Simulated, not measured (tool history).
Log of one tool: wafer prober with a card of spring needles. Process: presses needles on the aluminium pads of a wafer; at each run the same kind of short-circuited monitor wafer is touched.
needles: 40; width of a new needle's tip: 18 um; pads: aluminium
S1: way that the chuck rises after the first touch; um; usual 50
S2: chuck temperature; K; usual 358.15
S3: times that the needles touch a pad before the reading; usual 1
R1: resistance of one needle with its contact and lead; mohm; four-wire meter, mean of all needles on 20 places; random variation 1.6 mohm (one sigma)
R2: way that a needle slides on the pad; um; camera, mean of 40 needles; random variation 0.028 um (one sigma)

run   hour  S1      S2  S3   R1     R2
  1      0  50  358.15   1  153  12.72
  2   32.3  50  358.15   1  155  12.71
  3   69.1  50  313.15   1  147  12.69
  4   90.2  50  358.15   1  155  12.72
  5  117.8  50  358.15   1  153  12.63
  6  146.5  50  358.15   1  153   12.7
  7  183.9  50  358.15   1  151   12.8
  8  207.7  50  358.15   1  154  12.69
  9  237.4  50  358.15   1  157  12.73
 10  270.1  50  358.15   1  153  12.69
 11  308.5  50  358.15   1  157  12.69
 12  328.6  50  358.15   1  155   12.7
 13  354.5  50  358.15   1  156  12.72
 14  381.2  50  358.15   1  153  12.67
 15  419.9  50  358.15   1  155  12.71
 16    459  33  329.15   1  166   8.38
 17    476  46  385.15   2  164  11.71
 18  502.2  46  302.15   1  146  11.67
 19  532.6  50  298.15   1  140   12.7
 20    564  50  298.15   1  139  12.72
 21  581.4  50  298.15   1  142  12.67
 22  600.6  31  303.15   1  162   7.86
 23  621.4  31  303.15   1  163   7.85
 24  659.5  40  384.15   2  170  10.15
 25  682.7  40  384.15   2  170  10.14
 26    717  40  301.15   3  150  10.16
 27    745  40  301.15   3  154  10.18
 28    778  40  301.15   3  150  10.15
 29  814.7  40  301.15   3  150   10.2
 30  836.3  40  301.15   3  148  10.12

Taken out of this log: 57 entries between the listed runs. Where each belongs, and how the hidden state differs across it:
Between runs 1 and 2: tips cleaned on abrasive film (hour 3.6); tips cleaned on abrasive film (hour 19.4)
  no hidden state differs between the two runs
Between runs 2 and 3: tips cleaned on abrasive film (hour 36); tips cleaned on abrasive film (hour 52.4); tips cleaned on abrasive film (hour 69.1)
  debris on the tips, nm: 0.1 -> 0
Between runs 3 and 4: tips cleaned on abrasive film (hour 84.6)
  debris on the tips, nm: 0 -> 0.1
Between runs 4 and 5: tips cleaned on abrasive film (hour 101); tips cleaned on abrasive film (hour 117.8)
  debris on the tips, nm: 0.1 -> 0
Between runs 5 and 6: height of the first contact set anew (hour 123.1); tips cleaned on abrasive film (hour 134.5)
  debris on the tips, nm: 0 -> 0.1
Between runs 6 and 7: tips cleaned on abrasive film (hour 152.6); tips cleaned on abrasive film (hour 168.6); tips cleaned on abrasive film (hour 183.9)
  debris on the tips, nm: 0.1 -> 0
Between runs 7 and 8: tips cleaned on abrasive film (hour 198.9)
  debris on the tips, nm: 0 -> 0.1
Between runs 8 and 9: tips cleaned on abrasive film (hour 217.2); tips cleaned on abrasive film (hour 233.8)
  no hidden state differs between the two runs
Between runs 9 and 10: tips cleaned on abrasive film (hour 251.1); tips cleaned on abrasive film (hour 266.7)
  no hidden state differs between the two runs
Between runs 10 and 11: tips cleaned on abrasive film (hour 282.6); tips cleaned on abrasive film (hour 298.9); height of the first contact set anew (hour 299.2)
  no hidden state differs between the two runs
Between runs 11 and 12: tips cleaned on abrasive film (hour 316.5)
  no hidden state differs between the two runs
Between runs 12 and 13: tips cleaned on abrasive film (hour 333.9); tips cleaned on abrasive film (hour 350.7)
  no hidden state differs between the two runs
Between runs 13 and 14: tips cleaned on abrasive film (hour 367.1)
  no hidden state differs between the two runs
Between runs 14 and 15: tips cleaned on abrasive film (hour 383.3); tips cleaned on abrasive film (hour 398.5); tips cleaned on abrasive film (hour 416.1)
  no hidden state differs between the two runs
Between runs 15 and 16: tips cleaned on abrasive film (hour 431.3); tips cleaned on abrasive film (hour 446.4)
  no hidden state differs between the two runs
Between runs 16 and 17: tips cleaned on abrasive film (hour 461.3); height of the first contact set anew (hour 475.8)
  no hidden state differs between the two runs
Between runs 17 and 18: tips cleaned on abrasive film (hour 479.4); tips cleaned on abrasive film (hour 497.5)
  no hidden state differs between the two runs
Between runs 18 and 19: tips cleaned on abrasive film (hour 512.5); tips cleaned on abrasive film (hour 528)
  no hidden state differs between the two runs
Between runs 19 and 20: tips cleaned on abrasive film (hour 543.1); tips cleaned on abrasive film (hour 559)
  no hidden state differs between the two runs
Between runs 20 and 21: tips cleaned on abrasive film (hour 575.7)
  no hidden state differs between the two runs
Between runs 21 and 22: tips cleaned on abrasive film (hour 590.6)
  no hidden state differs between the two runs
Between runs 22 and 23: tips cleaned on abrasive film (hour 606.1); tips cleaned on abrasive film (hour 621.4)
  debris on the tips, nm: 0.1 -> 0
Between runs 23 and 24: tips cleaned on abrasive film (hour 637.2); tips cleaned on abrasive film (hour 652.8); height of the first contact set anew (hour 653.1)
  debris on the tips, nm: 0 -> 0.1
Between runs 24 and 25: tips cleaned on abrasive film (hour 669)
  no hidden state differs between the two runs
Between runs 25 and 26: tips cleaned on abrasive film (hour 684.9); tips cleaned on abrasive film (hour 699.9); tips cleaned on abrasive film (hour 717)
  debris on the tips, nm: 0.1 -> 0
Between runs 26 and 27: tips cleaned on abrasive film (hour 733.1)
  debris on the tips, nm: 0 -> 0.1
Between runs 27 and 28: tips cleaned on abrasive film (hour 750.7); tips cleaned on abrasive film (hour 766)
  no hidden state differs between the two runs
Between runs 28 and 29: tips cleaned on abrasive film (hour 780.9); tips cleaned on abrasive film (hour 797); tips cleaned on abrasive film (hour 814)
  debris on the tips, nm: 0.1 -> 0
Between runs 29 and 30: height of the first contact set anew (hour 829); tips cleaned on abrasive film (hour 831.2)
  debris on the tips, nm: 0 -> 0.1
